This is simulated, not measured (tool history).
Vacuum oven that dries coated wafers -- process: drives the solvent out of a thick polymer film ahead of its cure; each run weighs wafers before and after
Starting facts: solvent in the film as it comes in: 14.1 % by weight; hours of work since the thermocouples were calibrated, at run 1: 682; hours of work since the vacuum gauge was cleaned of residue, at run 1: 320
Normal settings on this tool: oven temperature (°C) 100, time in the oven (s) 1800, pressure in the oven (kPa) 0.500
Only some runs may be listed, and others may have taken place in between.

run	hour	oven temperature (°C)	time in the oven (s)	pressure in the oven (kPa)	hours of work since the thermocouples were calibrated	hours of work since the vacuum gauge was cleaned of residue	solvent left in the film (%)
1	0.0	100	1800	0.500	682	320	2.07
2	47.1	100	1800	0.500	702	340	2.13
3	89.3	100	1800	0.500	720	358	2.06
4	171.2	100	1800	0.500	754	393	2.17
5	238.6	100	1800	0.878	783	421	2.59
6	278.3	100	1800	0.878	800	438	2.47
7	356.1	100	1500	0.500	833	471	2.73
8	406.0	100	1800	0.500	854	493	2.18
9	478.3	100	1800	0.500	885	523	2.23
10	548.0	100	1800	0.965	915	553	2.78
11	591.0	100	1800	0.965	933	571	2.72
12	663.4	91	1800	0.950	964	602	4.63
13	739.8	109	2280	0.273	996	635	0.61
14	793.2	86	2520	1.930	1019	657	6.35
15	860.5	86	1380	0.687	1048	686	6.31
16	943.0	110	1560	0.687	1083	721	1.47
17	1016.2	91	2640	0.783	1114	752	3.15
18	1088.4	109	1800	0.796	1145	783	1.51
19	1153.8	109	1800	0.796	1173	811	1.54
20	1234.6	104	1860	1.665	1207	845	3.01
21	1294.3	104	1860	1.665	1232	871	3.00

Each row is a separate what-if for the run after 21, all from the same tool condition, not one after another. Results?
A	1336.7	100	1440	0.752	1250	889	?
B	1336.7	98	960	1.591	1250	889	?
C	1336.7	99	1080	0.500	1250	889	?

run	solvent left in the film (%)
A	3.24
B	6.04
C	4.25
Without the tool's hidden state the same runs would have given:
run	solvent left in the film (%)
A	2.63
B	5.38
C	3.63

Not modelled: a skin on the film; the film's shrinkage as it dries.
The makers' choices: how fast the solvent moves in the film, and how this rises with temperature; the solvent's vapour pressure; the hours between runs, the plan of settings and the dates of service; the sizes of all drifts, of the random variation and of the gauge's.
